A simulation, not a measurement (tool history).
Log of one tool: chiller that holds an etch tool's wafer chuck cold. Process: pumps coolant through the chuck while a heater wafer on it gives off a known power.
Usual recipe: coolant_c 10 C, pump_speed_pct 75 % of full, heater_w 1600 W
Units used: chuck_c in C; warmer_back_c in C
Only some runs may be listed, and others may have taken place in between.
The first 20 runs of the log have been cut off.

run,hour,coolant_c,pump_speed_pct,heater_w,hours since the coolant was changed and the channels were flushed,hours since the pump was overhauled,hours since the chiller's thermometer was calibrated,chuck_c,warmer_back_c
21,3218.5,1,61,1254,5006,846,3056,15.6,7.41
22,3400.6,10,75,821,5188,1028,3238,18,3.89
23,3505.7,10,75,821,5293,1133,3343,17.8,3.96
24,3682.3,8,86,1389,5469,1310,3519,20,5.75
25,3776.9,12,70,1030,5564,1404,3614,22.6,5.33
26,3961.7,18,89,1030,5749,1589,3799,26.7,4.23
# hour 4021.3: coolant changed, channels flushed
# hour 4041.5: chiller's thermometer calibrated
27,4125,18,89,1030,103,1745,83,26.4,4.2
28,4248,18,89,1030,226,1869,206,26.4,4.23
29,4342.1,15,86,1792,320,1963,301,30.3,7.54
30,4557,15,86,1792,535,2178,515,30.3,7.56
31,4682,19,97,1543,660,2303,640,30.9,5.78

Predict each of these 4 candidate next runs independently; none follows another, all start after run 31:
A,4888.7,7,75,2210,866,2509,847,?,?
B,4888.7,1,87,1999,866,2509,847,?,?
C,4888.7,11,97,814,866,2509,847,?,?
D,4888.7,19,97,838,866,2509,847,?,?

run,chuck_c,warmer_back_c
A,28.3,10.66
B,17.9,8.3
C,17.4,3.01
D,25.4,3.11
With the hidden condition removed and each run's random variation left untouched, the same runs would have given:
run,chuck_c,warmer_back_c
A,28.3,10.66
B,17.9,8.3
C,17.4,3.01
D,25.4,3.11
